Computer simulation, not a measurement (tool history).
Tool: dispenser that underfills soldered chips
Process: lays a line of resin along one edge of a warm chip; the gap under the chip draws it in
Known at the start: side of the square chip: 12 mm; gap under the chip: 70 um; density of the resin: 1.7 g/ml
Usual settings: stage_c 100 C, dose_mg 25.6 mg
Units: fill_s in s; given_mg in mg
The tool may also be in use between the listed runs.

run,day,stage_c,dose_mg,fill_s,given_mg
1,0,100,25.6,158,24.44
# day 0.171: new syringe of resin
2,0.238,100,25.6,113.8,24.37
3,0.425,100,25.6,137.2,24.4
4,0.696,100,25.6,176.2,24.23
# day 0.762: new syringe of resin
5,0.954,100,25.6,134,24.27
6,1.267,94,25.6,208.9,23.92
# day 1.35: new syringe of resin
7,1.454,94,25.6,144.6,24
8,1.742,107,25.6,131.6,23.99
# day 1.95: new syringe of resin
9,2.075,111,25.6,94.2,23.61
10,2.283,111,25.6,112.4,23.56
11,2.488,85,24.3,289.6,22.23
# day 2.55: new syringe of resin
12,2.629,111,28,88.2,25.93
13,2.825,112,23.1,108.3,21.25
14,2.996,112,23.1,126.1,21.14
# day 3.142: new syringe of resin
15,3.3,112,23.1,95.8,20.97
16,3.458,112,23.1,110.8,21.08
17,3.633,93,25.8,216.4,23.38
# day 3.742: new syringe of resin
18,3.9,108,24.1,106.2,21.59
19,4.067,103,32.6,135,29.35

Hidden state or all else? Some run-to-run changes of fill_s, split into what the settings, what came in and random variation would give without the hidden state, and what is left for the hidden state (with any gauge scatter that isn't in both results):
The hidden state here: resin's viscosity, % of fresh resin's; dose that the valve gives, % of what is set; true chip temperature over the reading, C; drift of the gauge itself on fill_s, %; drift of the gauge itself on given_mg, %.
Run 11 -> 12: stage_c 85 -> 111, dose_mg 24.3 -> 28, new syringe of resin. fill_s -201.4 s: hidden state -113.4, all else -88.
